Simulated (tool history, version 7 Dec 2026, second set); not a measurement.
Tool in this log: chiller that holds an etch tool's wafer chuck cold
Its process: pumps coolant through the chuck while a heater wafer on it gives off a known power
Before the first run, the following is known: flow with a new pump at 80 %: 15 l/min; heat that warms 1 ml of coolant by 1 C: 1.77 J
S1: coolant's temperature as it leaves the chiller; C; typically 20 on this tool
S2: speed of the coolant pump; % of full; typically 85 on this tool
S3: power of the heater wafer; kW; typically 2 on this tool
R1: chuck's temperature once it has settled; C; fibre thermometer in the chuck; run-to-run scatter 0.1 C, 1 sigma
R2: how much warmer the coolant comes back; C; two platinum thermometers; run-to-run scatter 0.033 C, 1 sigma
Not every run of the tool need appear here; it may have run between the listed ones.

| run | hour | S1 | S2 | S3 | R1 | R2 |
|---|---|---|---|---|---|---|
| 1 | 0 | 20 | 85 | 2 | 36.9 | 4.19 |
| 2 | 214.8 | 20 | 85 | 2 | 36.8 | 4.2 |
| 3 | 373.6 | 20 | 85 | 2 | 36.9 | 4.33 |
| 4 | 536 | 26 | 85 | 2 | 42.6 | 4.23 |
| 5 | 624.2 | 26 | 85 | 2 | 42.9 | 4.31 |
| 6 | 734.5 | 26 | 85 | 2 | 42.9 | 4.29 |
| 7 | 862.8 | 20 | 85 | 2 | 36.8 | 4.31 |
| 8 | 1051.1 | 20 | 85 | 2 | 36.9 | 4.27 |
| 9 | 1262.7 | 20 | 85 | 2 | 37 | 4.25 |
| 10 | 1446.8 | 20 | 85 | 2.426 | 40.3 | 5.17 |
| 11 | 1546.4 | 20 | 74 | 2 | 38.1 | 4.88 |
| 12 | 1666.3 | 20 | 74 | 2 | 38.1 | 4.9 |
| 13 | 1796.8 | 20 | 74 | 2 | 38.2 | 4.96 |
| 14 | 1980.6 | 20 | 85 | 2 | 36.8 | 4.2 |
| 15 | 2105.2 | 20 | 85 | 2 | 36.8 | 4.22 |
| 16 | 2290.8 | 20 | 85 | 2 | 36.8 | 4.23 |
| 17 | 2431.9 | 14 | 67 | 2.044 | 33.4 | 5.51 |
| 18 | 2599.2 | 14 | 67 | 2.044 | 33.5 | 5.59 |
| 19 | 2727.6 | 14 | 67 | 2.044 | 33.4 | 5.54 |
| 20 | 2896.1 | 14 | 67 | 2.044 | 33.6 | 5.5 |
| 21 | 3053.6 | 19 | 66 | 1.579 | 34 | 4.33 |
| 22 | 3148.7 | 28 | 71 | 2.851 | 54.4 | 7.24 |
| 23 | 3327.7 | 15 | 79 | 2 | 32.6 | 4.62 |
| 24 | 3520.7 | 13 | 79 | 1.883 | 29.5 | 4.33 |
| 25 | 3667.9 | 25 | 100 | 1.255 | 34.8 | 2.26 |
| 26 | 3772.7 | 20 | 65 | 1.644 | 35.7 | 4.56 |
| 27 | 3949.2 | 20 | 66 | 2 | 39.2 | 5.44 |
| 28 | 4066.1 | 20 | 66 | 2 | 39.1 | 5.46 |
| 29 | 4259.3 | 11 | 88 | 1.998 | 27.7 | 4.18 |
| 30 | 4351 | 11 | 88 | 1.998 | 27.5 | 4.1 |
| 31 | 4555.9 | 11 | 88 | 1.998 | 27.5 | 4.03 |
| 32 | 4755.7 | 20 | 92 | 1.758 | 34.2 | 3.48 |

Removed from this log: 3 entries logged between the listed runs. Between which two listed runs does each belong, and how does the tool's hidden state at the listed run before it compare with that at the listed run after it?
Runs 13 to 14: coolant changed, channels flushed (hour 1916.4)
  heat passed by the chuck's channels, % of clean ones': 99.8 -> 100
Runs 19 to 20: chiller's thermometer calibrated (hour 2868.6)
  both runs share identical hidden conditions
Runs 23 to 24: coolant pump overhauled (hour 3382.4)
  heat passed by the chuck's channels, % of clean ones': 100 -> 99.9; flow at a given pump speed, % of a new pump's: 99.9 -> 100
